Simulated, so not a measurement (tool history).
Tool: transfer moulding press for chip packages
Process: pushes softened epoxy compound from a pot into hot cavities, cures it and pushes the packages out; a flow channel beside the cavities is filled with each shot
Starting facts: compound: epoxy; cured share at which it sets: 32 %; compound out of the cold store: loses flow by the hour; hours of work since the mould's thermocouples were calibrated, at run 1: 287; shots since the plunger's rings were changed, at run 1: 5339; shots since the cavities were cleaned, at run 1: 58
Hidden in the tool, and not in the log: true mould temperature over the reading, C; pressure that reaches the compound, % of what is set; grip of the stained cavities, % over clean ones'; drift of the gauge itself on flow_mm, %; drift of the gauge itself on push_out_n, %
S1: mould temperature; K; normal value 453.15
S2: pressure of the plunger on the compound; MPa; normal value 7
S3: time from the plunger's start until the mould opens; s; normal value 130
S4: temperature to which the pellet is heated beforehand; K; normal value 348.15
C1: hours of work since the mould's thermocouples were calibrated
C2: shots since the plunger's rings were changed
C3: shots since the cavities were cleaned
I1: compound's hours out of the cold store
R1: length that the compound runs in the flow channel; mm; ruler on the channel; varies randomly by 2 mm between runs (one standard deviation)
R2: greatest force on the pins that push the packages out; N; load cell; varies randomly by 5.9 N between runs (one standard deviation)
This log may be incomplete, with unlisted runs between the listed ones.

run 1 hour=0 | S1=453.15 S2=7 S3=130 S4=348.15 | C1=287 C2=5339 C3=58 | I1=25.9 | R1=803 R2=252
-- hour=23.8 plunger's sealing rings changed
run 2 hour=37.1 | S1=453.15 S2=7 S3=130 S4=348.15 | C1=314 C2=164 C3=485 | I1=39.7 | R1=810 R2=362
-- hour=61.5 cavities cleaned with cleaning compound and waxed
run 3 hour=62.3 | S1=453.15 S2=7 S3=130 S4=348.15 | C1=333 C2=457 C3=11 | I1=33.4 | R1=822 R2=230
run 4 hour=83.4 | S1=453.15 S2=7 S3=130 S4=348.15 | C1=349 C2=717 C3=271 | I1=8.4 | R1=879 R2=325
run 5 hour=99.2 | S1=453.15 S2=7 S3=130 S4=348.15 | C1=362 C2=911 C3=465 | I1=14 | R1=862 R2=373
run 6 hour=116.2 | S1=453.15 S2=7 S3=130 S4=348.15 | C1=375 C2=1120 C3=674 | I1=37.3 | R1=808 R2=381
-- hour=125.5 cavities cleaned with cleaning compound and waxed
run 7 hour=139.8 | S1=453.15 S2=7 S3=130 S4=348.15 | C1=393 C2=1393 C3=176 | I1=39.7 | R1=800 R2=274
run 8 hour=177.9 | S1=453.15 S2=7 S3=130 S4=348.15 | C1=423 C2=1863 C3=646 | I1=30.5 | R1=820 R2=389
-- hour=190.1 cavities cleaned with cleaning compound and waxed
run 9 hour=211.8 | S1=453.15 S2=7 S3=130 S4=348.15 | C1=449 C2=2262 C3=267 | I1=19 | R1=841 R2=304
run 10 hour=246.3 | S1=453.15 S2=7 S3=130 S4=348.15 | C1=476 C2=2688 C3=693 | I1=9.8 | R1=857 R2=379
-- hour=253 cavities cleaned with cleaning compound and waxed
run 11 hour=266.9 | S1=453.15 S2=7 S3=130 S4=348.15 | C1=491 C2=2923 C3=171 | I1=34.2 | R1=801 R2=273
run 12 hour=291.8 | S1=453.15 S2=7 S3=130 S4=339.15 | C1=511 C2=3230 C3=478 | I1=13.2 | R1=846 R2=376
-- hour=316.4 cavities cleaned with cleaning compound and waxed
run 13 hour=316.4 | S1=453.15 S2=7 S3=130 S4=339.15 | C1=529 C2=3514 C3=0 | I1=23.6 | R1=822 R2=220
run 14 hour=332.1 | S1=453.15 S2=7 S3=130 S4=339.15 | C1=541 C2=3708 C3=194 | I1=28.8 | R1=807 R2=272
run 15 hour=359.7 | S1=449.15 S2=7 S3=130 S4=348.15 | C1=563 C2=4049 C3=535 | I1=18 | R1=850 R2=475
-- hour=382.1 cavities cleaned with cleaning compound and waxed
run 16 hour=394.9 | S1=449.15 S2=7 S3=130 S4=348.15 | C1=590 C2=4464 C3=158 | I1=46.3 | R1=782 R2=363
run 17 hour=419.1 | S1=449.15 S2=7 S3=130 S4=348.15 | C1=609 C2=4762 C3=456 | I1=41.1 | R1=787 R2=439
-- hour=445.4 cavities cleaned with cleaning compound and waxed
run 18 hour=448.3 | S1=449.15 S2=5.53 S3=130 S4=348.15 | C1=631 C2=5104 C3=36 | I1=37 | R1=708 R2=296
run 19 hour=469.8 | S1=449.15 S2=5.53 S3=130 S4=348.15 | C1=648 C2=5369 C3=301 | I1=45.1 | R1=689 R2=388
-- hour=489.1 plunger's sealing rings changed
run 20 hour=489.9 | S1=449.15 S2=5.53 S3=130 S4=348.15 | C1=662 C2=9 C3=517 | I1=18.7 | R1=778 R2=461
run 21 hour=506.9 | S1=451.15 S2=6.09 S3=148 S4=348.15 | C1=675 C2=220 C3=728 | I1=43.5 | R1=754 R2=362
-- hour=511.2 cavities cleaned with cleaning compound and waxed
run 22 hour=542.5 | S1=452.15 S2=7 S3=143 S4=348.15 | C1=702 C2=639 C3=385 | I1=14.8 | R1=869 R2=294
run 23 hour=565.1 | S1=452.15 S2=7 S3=143 S4=348.15 | C1=720 C2=919 C3=665 | I1=39.4 | R1=811 R2=346
-- hour=575.1 cavities cleaned with cleaning compound and waxed
run 24 hour=591.2 | S1=452.15 S2=7 S3=143 S4=348.15 | C1=740 C2=1222 C3=199 | I1=28.4 | R1=827 R2=279
run 25 hour=621.7 | S1=453.15 S2=7 S3=126 S4=348.15 | C1=764 C2=1598 C3=575 | I1=47 | R1=784 R2=383
-- hour=628.3 mould's thermocouples calibrated
-- hour=641.5 cavities cleaned with cleaning compound and waxed
run 26 hour=641.5 | S1=459.15 S2=7 S3=125 S4=355.15 | C1=9 C2=1798 C3=0 | I1=40.3 | R1=780 R2=190
run 27 hour=667.5 | S1=459.15 S2=7 S3=125 S4=355.15 | C1=30 C2=2119 C3=321 | I1=38.6 | R1=779 R2=269
run 28 hour=700 | S1=459.15 S2=8.19 S3=125 S4=344.15 | C1=56 C2=2520 C3=722 | I1=33.7 | R1=851 R2=325

How the hidden state differs across the entries between the runs, from the last listed run before each to the first after it:
Runs 1 to 2: plunger's sealing rings changed (hour 23.8)
  true mould temperature over the reading, C: -0.2 -> -0.18; pressure that reaches the compound, % of what is set: 90.5 -> 99.15; grip of the stained cavities, % over clean ones': 10.8 -> 60.8
  measured result minus the result with no hidden state, R1: -40 -> -3 mm; R2: +27 -> +138 N
Runs 2 to 3: cavities cleaned with cleaning compound and waxed (hour 61.5)
  true mould temperature over the reading, C: -0.18 -> -0.16; pressure that reaches the compound, % of what is set: 99.15 -> 98.68; grip of the stained cavities, % over clean ones': 60.8 -> 4
  measured result minus the result with no hidden state, R1: -3 -> -5 mm; R2: +138 -> +11 N
Runs 6 to 7: cavities cleaned with cleaning compound and waxed (hour 125.5)
  true mould temperature over the reading, C: -0.12 -> -0.1; pressure that reaches the compound, % of what is set: 97.48 -> 97.07; grip of the stained cavities, % over clean ones': 73.8 -> 27.8
  measured result minus the result with no hidden state, R1: -10 -> -12 mm; R2: +164 -> +62 N
Runs 8 to 9: cavities cleaned with cleaning compound and waxed (hour 190.1)
  true mould temperature over the reading, C: -0.07 -> -0.04; pressure that reaches the compound, % of what is set: 96.3 -> 95.61; grip of the stained cavities, % over clean ones': 73.6 -> 35.6
  measured result minus the result with no hidden state, R1: -15 -> -19 mm; R2: +164 -> +80 N
Runs 10 to 11: cavities cleaned with cleaning compound and waxed (hour 253)
  true mould temperature over the reading, C: -0.01 -> 0; pressure that reaches the compound, % of what is set: 94.86 -> 94.43; grip of the stained cavities, % over clean ones': 73.2 -> 26.7
  measured result minus the result with no hidden state, R1: -23 -> -23 mm; R2: +162 -> +58 N
Runs 12 to 13: cavities cleaned with cleaning compound and waxed (hour 316.4)
  true mould temperature over the reading, C: 0.02 -> 0.04; pressure that reaches the compound, % of what is set: 93.9 -> 93.43; grip of the stained cavities, % over clean ones': 58.5 -> 2.2
  measured result minus the result with no hidden state, R1: -27 -> -29 mm; R2: +137 -> +4 N
Runs 15 to 16: cavities cleaned with cleaning compound and waxed (hour 382.1)
  true mould temperature over the reading, C: 0.08 -> 0.11; pressure that reaches the compound, % of what is set: 92.61 -> 91.89; grip of the stained cavities, % over clean ones': 63.5 -> 24.2
  measured result minus the result with no hidden state, R1: -33 -> -34 mm; R2: +181 -> +66 N
Runs 17 to 18: cavities cleaned with cleaning compound and waxed (hour 445.4)
  true mould temperature over the reading, C: 0.13 -> 0.15; pressure that reaches the compound, % of what is set: 91.39 -> 90.78; grip of the stained cavities, % over clean ones': 55.6 -> 7.5
  measured result minus the result with no hidden state, R1: -36 -> -35 mm; R2: +154 -> +17 N
Runs 19 to 20: plunger's sealing rings changed (hour 489.1)
  true mould temperature over the reading, C: 0.17 -> 0.18; pressure that reaches the compound, % of what is set: 90.34 -> 99.78; grip of the stained cavities, % over clean ones': 39.4 -> 60
  measured result minus the result with no hidden state, R1: -37 -> -2 mm; R2: +106 -> +168 N
Runs 21 to 22: cavities cleaned with cleaning compound and waxed (hour 511.2)
  true mould temperature over the reading, C: 0.2 -> 0.22; pressure that reaches the compound, % of what is set: 99.38 -> 98.67; grip of the stained cavities, % over clean ones': 75.5 -> 48.6
  measured result minus the result with no hidden state, R1: -3 -> -6 mm; R2: +156 -> +95 N
Runs 23 to 24: cavities cleaned with cleaning compound and waxed (hour 575.1)
  true mould temperature over the reading, C: 0.24 -> 0.26; pressure that reaches the compound, % of what is set: 98.22 -> 97.69; grip of the stained cavities, % over clean ones': 71.9 -> 28.7
  measured result minus the result with no hidden state, R1: -8 -> -11 mm; R2: +144 -> +58 N
Runs 25 to 26: mould's thermocouples calibrated (hour 628.3); cavities cleaned with cleaning compound and waxed (hour 641.5)
  true mould temperature over the reading, C: 0.28 -> 0.13; pressure that reaches the compound, % of what is set: 97.01 -> 96.65; grip of the stained cavities, % over clean ones': 67.1 -> 0.5
  measured result minus the result with no hidden state, R1: -13 -> -14 mm; R2: +151 -> +0 N
